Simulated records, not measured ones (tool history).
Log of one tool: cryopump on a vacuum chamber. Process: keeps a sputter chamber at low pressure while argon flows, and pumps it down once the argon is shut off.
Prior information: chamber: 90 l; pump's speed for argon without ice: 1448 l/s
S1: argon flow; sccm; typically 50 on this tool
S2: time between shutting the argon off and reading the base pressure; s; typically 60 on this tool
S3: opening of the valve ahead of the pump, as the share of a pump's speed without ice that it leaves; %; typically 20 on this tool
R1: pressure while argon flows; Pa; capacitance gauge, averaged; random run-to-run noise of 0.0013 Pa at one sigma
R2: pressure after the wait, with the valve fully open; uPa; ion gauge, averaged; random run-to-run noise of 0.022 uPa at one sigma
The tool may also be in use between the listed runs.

run     day  S1   S2  S3      R1    R2
  1   0.000  50   60  20  0.2939  2.74
  2   2.383  50   60  20  0.2941  2.77
  3   5.942  50   60  20  0.2942  2.90
  4   9.050  55   60  20  0.3244  2.97
  5  11.583  51   60  20  0.2996  3.10
  6  14.112  51   64  20  0.3029  2.96
  7  17.433  50   60  20  0.2969  3.19
  8  20.783  20   60  20  0.1199  3.17
  9  22.933  50   60  25  0.2394  3.27
 10  25.371  50   60  25  0.2379  3.44
 11  28.712  50   60  20  0.2974  3.39
 12  31.712  50   60  20  0.3005  3.60
 13  35.617  50   60  20  0.2997  3.66
 14  39.171  50   60  20  0.3009  3.76
 15  41.167  50   60  20  0.3018  3.70
 16  43.046  50   27  20  0.2999  4.42
 17  45.025  50   27  20  0.3020  4.29
     45.479  -- leaking fittings of the chamber tightened, without venting
 18  47.112  47   27  17  0.3343  1.15
 19  51.154  26  220  25  0.1281  0.45
 20  53.062  75   60  33  0.2828  0.78
 21  56.492  44  164  15  0.3560  0.64
 22  58.554  60  257  43  0.1790  0.64
 23  62.154  60  257  43  0.1817  0.75
 24  64.058  60  257  43  0.1818  0.77
 25  67.521  97   27  20  0.5962  1.57
 26  69.525  56  106  21  0.3305  1.01
 27  71.771  56  106  21  0.3327  1.06
 28  74.271  25  106  56  0.0626  1.11
     74.808  -- pump warmed up, emptied and cooled again
 29  76.842  86   72  20  0.5055  1.03
 30  78.992  68  119  20  0.3987  1.04
 31  82.033  58  119  26  0.2633  1.05
 32  84.858  50   45  47  0.1269  1.41
 33  87.950  50   93  37  0.1606  1.19
 34  90.608  41  111  32  0.1505  1.25

Alternative continuations, all from the tool just after run 34; predict every row:
  A  94.750  45  277  32   ?   ?
  B  94.750  48  121  19   ?   ?
  C  94.750  89  143  42   ?   ?
  D  94.750  54  111  32   ?   ?

run      R1    R2
  A  0.1686  1.14
  B  0.2972  1.25
  C  0.2577  1.26
  D  0.2021  1.31
Had the tool no hidden state, the same runs would have come out as:
run      R1    R2
  A  0.1644  0.26
  B  0.2928  0.36
  C  0.2494  0.37
  D  0.1971  0.39

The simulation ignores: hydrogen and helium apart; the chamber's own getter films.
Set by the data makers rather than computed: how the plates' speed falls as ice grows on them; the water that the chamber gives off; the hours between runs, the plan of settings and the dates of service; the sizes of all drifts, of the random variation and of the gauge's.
